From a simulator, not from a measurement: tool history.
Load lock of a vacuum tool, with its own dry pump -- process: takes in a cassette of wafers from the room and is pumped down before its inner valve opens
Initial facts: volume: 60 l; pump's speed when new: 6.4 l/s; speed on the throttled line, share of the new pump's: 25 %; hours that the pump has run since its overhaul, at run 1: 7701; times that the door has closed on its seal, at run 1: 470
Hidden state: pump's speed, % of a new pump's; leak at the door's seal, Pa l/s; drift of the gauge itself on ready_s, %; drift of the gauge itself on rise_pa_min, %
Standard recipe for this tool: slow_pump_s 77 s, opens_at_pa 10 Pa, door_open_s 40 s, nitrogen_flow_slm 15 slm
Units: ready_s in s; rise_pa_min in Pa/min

run,hour,slow_pump_s,opens_at_pa,door_open_s,nitrogen_flow_slm,hours that the pump has run since its overhaul,times that the door has closed on its seal,"incoming humidity of the room's air, %",ready_s,rise_pa_min
1,0,77,10,40,15,7701,470,42.5,146.1,0.014
2,105.2,77,10,40,15,7807,690,46.3,145,0.02
3,196.5,77,10,26,15,7898,880,47.8,146,0.014
4,287.8,77,10,26,15,7989,1071,42.7,146.2,0.015
5,380.9,77,9,40,15,8082,1265,44,146.2,0.017
6,448.4,77,9,40,15,8150,1406,42.1,147.6,0.013
7,540.4,77,9,40,15,8242,1598,42.3,146.4,0.018
8,610,77,9,40,15,8311,1743,43.6,146.6,0.019
9,740.7,77,9,40,15,8442,2016,46.2,145.2,0.019
10,881,77,9,40,15,8582,2309,44,146.7,0.012
11,968.6,77,10,40,15,8670,2492,41.8,144.9,0.017
12,1115.8,77,17,40,15,8817,2799,44.5,140.4,0.015
13,1247.7,77,10,40,15,8949,3074,43.8,144.3,0.02
14,1323.6,51,10,40,15,9025,3233,47.9,126,0.018
15,1444.9,51,10,40,15,9146,3486,43.3,125.2,0.016
16,1581,51,10,40,15,9282,3770,44.3,126.5,0.017
# hour 1707.6: dry pump taken out, an overhauled one fitted
17,1710.8,51,10,40,15,3,4028,45.5,125.3,0.013
18,1818.6,77,10,106,15,111,4253,42.4,146,0.03
19,1954.2,77,10,106,15,247,4536,45.5,145.1,0.022
20,2020.7,77,10,106,15,313,4675,43.7,145.2,0.027
21,2085.3,77,10,106,15,378,4810,46.2,145.3,0.039
22,2185.9,77,10,106,15,478,5020,44.8,144.5,0.03
23,2287.2,49,10,40,15,580,5231,48.5,124.6,0.017
24,2406,77,11,39,15,698,5479,45.6,143.8,0.019
25,2548,77,10,40,22,840,5776,39.8,144.7,0.018
26,2639.5,45,10,40,5,932,5967,47,121.3,0.026
27,2762.2,45,10,40,5,1055,6223,42.7,120.8,0.022
28,2825.9,45,10,40,5,1118,6356,43.3,121.3,0.021
29,2939.2,45,10,40,5,1232,6592,44.6,121.9,0.022
30,3087,77,7,40,6,1379,6901,46.3,148.7,0.027
31,3204.6,77,14,40,17,1497,7146,46.6,142.5,0.018
32,3330.3,77,14,40,17,1623,7409,44.2,143,0.023
33,3421.3,77,14,40,17,1714,7599,43.3,142.4,0.019
34,3484.5,77,14,40,17,1777,7730,47.7,141.5,0.013
35,3562.2,77,14,40,17,1855,7893,45.9,139.9,0.016
36,3687.1,49,14,40,17,1980,8153,46.6,120,0.015
37,3788.4,56,7,40,17,2081,8365,46,132.9,0.018

Alternative continuations, all from the tool just after run 37; predict every row:
A,3917.6,56,11,40,36,2210,8634,43.5,?,?
B,3917.6,84,19,40,18,2210,8634,43.7,?,?
C,3917.6,122,7,40,17,2210,8634,47,?,?

run,ready_s,rise_pa_min
A,129.9,0.013
B,143.8,0.021
C,183.4,0.016
With the hidden condition removed and each run's random variation left untouched, the same runs would have given:
run,ready_s,rise_pa_min
A,129.9,0.013
B,143.8,0.021
C,183.3,0.016

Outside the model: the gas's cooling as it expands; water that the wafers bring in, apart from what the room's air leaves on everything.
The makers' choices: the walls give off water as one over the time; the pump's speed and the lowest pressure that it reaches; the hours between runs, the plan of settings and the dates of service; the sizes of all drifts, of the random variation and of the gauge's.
